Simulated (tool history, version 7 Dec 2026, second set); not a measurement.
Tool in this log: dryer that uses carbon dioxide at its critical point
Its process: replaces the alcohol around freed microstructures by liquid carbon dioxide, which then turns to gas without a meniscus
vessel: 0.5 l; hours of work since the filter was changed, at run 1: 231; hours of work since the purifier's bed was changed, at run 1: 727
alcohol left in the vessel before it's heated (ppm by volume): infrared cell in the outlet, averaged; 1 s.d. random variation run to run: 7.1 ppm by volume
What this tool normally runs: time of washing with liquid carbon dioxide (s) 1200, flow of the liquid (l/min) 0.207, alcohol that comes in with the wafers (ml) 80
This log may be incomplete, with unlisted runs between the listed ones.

run	hour	time of washing with liquid carbon dioxide (s)	flow of the liquid (l/min)	alcohol that comes in with the wafers (ml)	hours of work since the filter was changed	hours of work since the purifier's bed was changed	alcohol left in the vessel before it's heated (ppm by volume)
1	0	1200	0.207	80	231	727	612
2	43.1	1200	0.207	74	257	754	609
3	89.2	1200	0.22	80	286	782	494
4	129.1	1200	0.22	80	310	807	513
5	169.2	1200	0.349	80	335	832	177
6	205.5	1680	0.3	30	358	855	172
7	232.1	840	0.187	84	374	871	5122
8	265.8	840	0.187	63	395	892	3933
9	312.5	1020	0.207	57	424	921	1226
10	335.2	1260	0.204	36	438	935	431

Hidden state or all else? Some run-to-run changes of alcohol left in the vessel before it's heated (ppm by volume), split into what the settings, what came in and random variation would give without the hidden state, and what is left for the hidden state (with any gauge scatter that isn't in both results):
The tool's hidden condition here consists of: flow that reaches the vessel past the clogged filter, %; alcohol in the recycled carbon dioxide, ppm; drift of the gauge itself on alcohol_ppm, %.
Run 6 -> 7: time of washing with liquid carbon dioxide (s) 1680 -> 840, flow of the liquid (l/min) 0.3 -> 0.187, alcohol that comes in with the wafers (ml) 30 -> 84. alcohol left in the vessel before it's heated (ppm by volume) +4950: hidden state +1518, all else +3432.
